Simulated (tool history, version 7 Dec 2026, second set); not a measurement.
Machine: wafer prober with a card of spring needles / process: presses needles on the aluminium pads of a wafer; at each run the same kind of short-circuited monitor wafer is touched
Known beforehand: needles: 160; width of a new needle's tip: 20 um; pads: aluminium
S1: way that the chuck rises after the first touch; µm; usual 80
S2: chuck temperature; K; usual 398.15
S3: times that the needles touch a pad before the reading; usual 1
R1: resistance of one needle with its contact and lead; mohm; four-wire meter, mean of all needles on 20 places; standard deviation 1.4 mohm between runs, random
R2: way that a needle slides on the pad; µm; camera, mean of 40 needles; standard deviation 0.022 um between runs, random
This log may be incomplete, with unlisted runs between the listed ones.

run	hour	S1	S2	S3	R1	R2
1	0	80	398.15	1	127	12.82
# hour 7.9: tips cleaned on abrasive film
# hour 15.9: tips cleaned on abrasive film
# hour 25.7: tips cleaned on abrasive film
# hour 35.6: tips cleaned on abrasive film
2	36	80	398.15	1	127	12.8
# hour 43.9: tips cleaned on abrasive film
# hour 48.1: height of the first contact set anew
# hour 54.1: tips cleaned on abrasive film
3	56.9	80	319.15	1	115	12.87
# hour 62.9: tips cleaned on abrasive film
# hour 72.7: tips cleaned on abrasive film
# hour 82.6: tips cleaned on abrasive film
# hour 92.5: tips cleaned on abrasive film
# hour 102.4: tips cleaned on abrasive film
4	102.8	80	398.15	1	126	12.83
# hour 110.7: tips cleaned on abrasive film
# hour 120.6: tips cleaned on abrasive film
# hour 128.5: tips cleaned on abrasive film
# hour 138.4: tips cleaned on abrasive film
5	141.7	80	398.15	1	124	12.81
# hour 147.7: tips cleaned on abrasive film
# hour 157.6: tips cleaned on abrasive film
# hour 167.5: tips cleaned on abrasive film
6	172.9	80	398.15	1	127	12.83
# hour 176.9: tips cleaned on abrasive film
# hour 186.8: tips cleaned on abrasive film
# hour 196.6: tips cleaned on abrasive film
# hour 206.5: tips cleaned on abrasive film
# hour 216.4: tips cleaned on abrasive film
7	220.5	80	398.15	1	125	12.89
# hour 224.5: tips cleaned on abrasive film
# hour 234.4: tips cleaned on abrasive film
# hour 244.3: tips cleaned on abrasive film
# hour 254.2: tips cleaned on abrasive film
8	258.9	80	398.15	1	125	12.85
# hour 262.9: tips cleaned on abrasive film
# hour 272.8: tips cleaned on abrasive film
# hour 280.7: tips cleaned on abrasive film
9	286.6	80	334.15	1	119	12.88
# hour 290.6: tips cleaned on abrasive film
# hour 298.5: tips cleaned on abrasive film
# hour 308.4: tips cleaned on abrasive film
# hour 318.3: tips cleaned on abrasive film
10	322.5	80	334.15	1	116	12.85
# hour 326.5: tips cleaned on abrasive film
# hour 336.4: tips cleaned on abrasive film
11	343.7	80	334.15	1	118	12.85
# hour 345.8: tips cleaned on abrasive film
# hour 355.7: tips cleaned on abrasive film
# hour 365.5: tips cleaned on abrasive film
# hour 365.8: height of the first contact set anew
12	366	80	334.15	1	117	12.88
# hour 374: tips cleaned on abrasive film
# hour 383.9: tips cleaned on abrasive film
13	385.7	80	334.15	1	119	12.88
# hour 393.6: tips cleaned on abrasive film
# hour 403.5: tips cleaned on abrasive film
# hour 411.4: tips cleaned on abrasive film
# hour 421.3: tips cleaned on abrasive film
14	428.1	80	334.15	1	117	12.93
# hour 430.1: tips cleaned on abrasive film
# hour 440: tips cleaned on abrasive film
# hour 449.9: tips cleaned on abrasive film
15	454.1	80	334.15	1	118	12.91
# hour 458.1: tips cleaned on abrasive film
# hour 466.1: tips cleaned on abrasive film
# hour 476: tips cleaned on abrasive film
# hour 485.8: tips cleaned on abrasive film
# hour 495.7: tips cleaned on abrasive film
16	500.9	95	334.15	1	116	15.35
# hour 505: tips cleaned on abrasive film
# hour 514.9: tips cleaned on abrasive film
# hour 524.7: tips cleaned on abrasive film
17	525.7	80	398.15	3	127	12.93
# hour 533.6: tips cleaned on abrasive film
# hour 543.5: tips cleaned on abrasive film
18	547.4	76	302.15	3	116	12.31
# hour 551.5: tips cleaned on abrasive film
# hour 561.4: tips cleaned on abrasive film
# hour 571.3: tips cleaned on abrasive film
# hour 579.2: tips cleaned on abrasive film
19	584.9	80	370.15	2	121	12.9
# hour 588.9: tips cleaned on abrasive film
# hour 598.8: tips cleaned on abrasive film
# hour 606.8: tips cleaned on abrasive film
# hour 615.6: tips cleaned on abrasive film
20	615.6	89	333.15	2	118	14.38
# hour 625.5: tips cleaned on abrasive film
# hour 635.1: tips cleaned on abrasive film
21	635.1	89	333.15	2	117	14.37
# hour 645: tips cleaned on abrasive film
# hour 654.9: tips cleaned on abrasive film
22	661.2	80	398.15	2	126	12.93
# hour 663.3: tips cleaned on abrasive film
# hour 673.2: tips cleaned on abrasive film
# hour 683.1: tips cleaned on abrasive film
# hour 683.4: height of the first contact set anew
23	684.6	90	315.15	1	112	14.53

Run 24, settings as shown, results not yet in. Your forecast:
# hour 692.5: tips cleaned on abrasive film
# hour 698.4: gauge calibrated
# hour 702.4: tips cleaned on abrasive film
# hour 712.3: tips cleaned on abrasive film
# hour 722.2: tips cleaned on abrasive film
24	729.3	90	315.15	1	?	?

Run 24 gave R1 114 mohm, R2 14.4 µm.
With no hidden state in the tool, this same run would have given R1 114 mohm, R2 14.4 µm.

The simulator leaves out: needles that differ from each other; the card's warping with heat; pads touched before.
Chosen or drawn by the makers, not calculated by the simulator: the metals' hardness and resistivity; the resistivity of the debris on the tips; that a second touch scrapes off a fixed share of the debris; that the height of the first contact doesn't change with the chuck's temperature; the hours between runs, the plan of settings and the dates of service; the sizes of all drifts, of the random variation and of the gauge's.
